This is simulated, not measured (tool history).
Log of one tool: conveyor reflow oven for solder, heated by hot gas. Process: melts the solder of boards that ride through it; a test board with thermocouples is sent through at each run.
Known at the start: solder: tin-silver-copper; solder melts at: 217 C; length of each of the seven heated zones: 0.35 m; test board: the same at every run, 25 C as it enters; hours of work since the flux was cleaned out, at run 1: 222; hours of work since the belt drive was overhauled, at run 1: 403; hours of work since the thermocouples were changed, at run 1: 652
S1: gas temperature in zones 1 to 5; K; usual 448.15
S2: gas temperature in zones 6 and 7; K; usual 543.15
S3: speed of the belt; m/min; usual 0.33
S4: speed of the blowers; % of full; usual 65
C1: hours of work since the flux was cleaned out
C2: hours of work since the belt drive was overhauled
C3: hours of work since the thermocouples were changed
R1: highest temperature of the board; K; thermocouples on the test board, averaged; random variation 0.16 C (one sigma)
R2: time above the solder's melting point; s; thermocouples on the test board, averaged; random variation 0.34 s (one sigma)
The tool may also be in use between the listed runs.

{"run": 1, "hour": 0.0, "S1": 448.15, "S2": 543.15, "S3": 0.33, "S4": 65, "C1": 222, "C2": 403, "C3": 652, "R1": 531.15, "R2": 105.5}
{"run": 2, "hour": 28.5, "S1": 441.15, "S2": 543.15, "S3": 0.33, "S4": 65, "C1": 239, "C2": 420, "C3": 669, "R1": 530.45, "R2": 100.7}
{"run": 3, "hour": 58.5, "S1": 441.15, "S2": 543.15, "S3": 0.33, "S4": 65, "C1": 257, "C2": 438, "C3": 687, "R1": 530.45, "R2": 100.3}
{"run": 4, "hour": 103.2, "S1": 441.15, "S2": 543.15, "S3": 0.33, "S4": 65, "C1": 284, "C2": 464, "C3": 714, "R1": 530.15, "R2": 100}
{"run": 5, "hour": 144.4, "S1": 441.15, "S2": 543.15, "S3": 0.33, "S4": 65, "C1": 308, "C2": 489, "C3": 738, "R1": 530.05, "R2": 99.7}
{"run": 6, "hour": 164.7, "S1": 441.15, "S2": 543.15, "S3": 0.33, "S4": 65, "C1": 321, "C2": 501, "C3": 750, "R1": 530.15, "R2": 100.1}
{"run": 7, "hour": 193.0, "S1": 448.15, "S2": 543.15, "S3": 0.33, "S4": 65, "C1": 337, "C2": 518, "C3": 767, "R1": 531.25, "R2": 104.6}
{"hour": 200.4, "done": "belt drive overhauled, speed set with a stopwatch"}
{"run": 8, "hour": 219.6, "S1": 448.15, "S2": 543.15, "S3": 0.33, "S4": 80, "C1": 351, "C2": 11, "C3": 781, "R1": 533.25, "R2": 107.7}
{"run": 9, "hour": 260.3, "S1": 448.15, "S2": 543.15, "S3": 0.33, "S4": 80, "C1": 375, "C2": 36, "C3": 805, "R1": 532.75, "R2": 107.9}
{"run": 10, "hour": 286.3, "S1": 448.15, "S2": 533.15, "S3": 0.33, "S4": 65, "C1": 391, "C2": 51, "C3": 821, "R1": 521.65, "R2": 94.6}
{"run": 11, "hour": 304.9, "S1": 448.15, "S2": 533.15, "S3": 0.33, "S4": 65, "C1": 402, "C2": 62, "C3": 832, "R1": 521.65, "R2": 94.4}
{"run": 12, "hour": 327.1, "S1": 448.15, "S2": 554.15, "S3": 0.33, "S4": 65, "C1": 415, "C2": 76, "C3": 845, "R1": 540.85, "R2": 113.7}
{"run": 13, "hour": 371.2, "S1": 448.15, "S2": 554.15, "S3": 0.33, "S4": 65, "C1": 442, "C2": 102, "C3": 871, "R1": 540.45, "R2": 113.8}
{"hour": 394.4, "done": "flux residue cleaned out of gas plates and filters"}
{"run": 14, "hour": 420.7, "S1": 453.15, "S2": 557.15, "S3": 0.323, "S4": 54, "C1": 16, "C2": 129, "C3": 898, "R1": 546.45, "R2": 123.3}
{"hour": 453.1, "done": "belt drive overhauled, speed set with a stopwatch, once more"}
{"run": 15, "hour": 469.5, "S1": 438.15, "S2": 543.15, "S3": 0.329, "S4": 52, "C1": 42, "C2": 10, "C3": 925, "R1": 529.25, "R2": 95.8}
{"run": 16, "hour": 497.4, "S1": 438.15, "S2": 543.15, "S3": 0.329, "S4": 52, "C1": 59, "C2": 26, "C3": 941, "R1": 529.15, "R2": 95.6}
{"run": 17, "hour": 537.2, "S1": 448.15, "S2": 540.15, "S3": 0.368, "S4": 65, "C1": 83, "C2": 50, "C3": 965, "R1": 527.15, "R2": 88.2}
{"run": 18, "hour": 566.0, "S1": 448.15, "S2": 540.15, "S3": 0.368, "S4": 65, "C1": 100, "C2": 67, "C3": 982, "R1": 526.95, "R2": 87.6}
{"run": 19, "hour": 591.4, "S1": 455.15, "S2": 554.15, "S3": 0.39, "S4": 65, "C1": 115, "C2": 83, "C3": 997, "R1": 538.65, "R2": 95.8}
{"run": 20, "hour": 635.3, "S1": 455.15, "S2": 554.15, "S3": 0.39, "S4": 65, "C1": 142, "C2": 109, "C3": 1024, "R1": 538.75, "R2": 95.6}
{"run": 21, "hour": 674.3, "S1": 455.15, "S2": 554.15, "S3": 0.39, "S4": 65, "C1": 165, "C2": 132, "C3": 1047, "R1": 538.35, "R2": 95.7}
{"run": 22, "hour": 712.9, "S1": 455.15, "S2": 554.15, "S3": 0.291, "S4": 85, "C1": 188, "C2": 155, "C3": 1070, "R1": 549.05, "R2": 138.1}
{"run": 23, "hour": 755.2, "S1": 455.15, "S2": 554.15, "S3": 0.337, "S4": 85, "C1": 213, "C2": 180, "C3": 1095, "R1": 545.35, "R2": 117.5}

3 ways to go on from here, each from the tool as it stands after run 23. What would each give?
{"run": "A", "hour": 783.8, "S1": 454.15, "S2": 543.15, "S3": 0.28, "S4": 58, "C1": 230, "C2": 198, "C3": 1112, "R1": "?", "R2": "?"}
{"run": "B", "hour": 783.8, "S1": 455.15, "S2": 541.15, "S3": 0.337, "S4": 85, "C1": 230, "C2": 198, "C3": 1112, "R1": "?", "R2": "?"}
{"run": "C", "hour": 783.8, "S1": 455.15, "S2": 554.15, "S3": 0.272, "S4": 85, "C1": 230, "C2": 198, "C3": 1112, "R1": "?", "R2": "?"}

run=A R1=536.45 R2=133.4
run=B R1=533.45 R2=108.9
run=C R1=550.25 R2=149.2
Without the tool's hidden state the same runs would have given:
run=A R1=535.35 R2=132.2
run=B R1=532.95 R2=108.6
run=C R1=549.25 R2=147.8
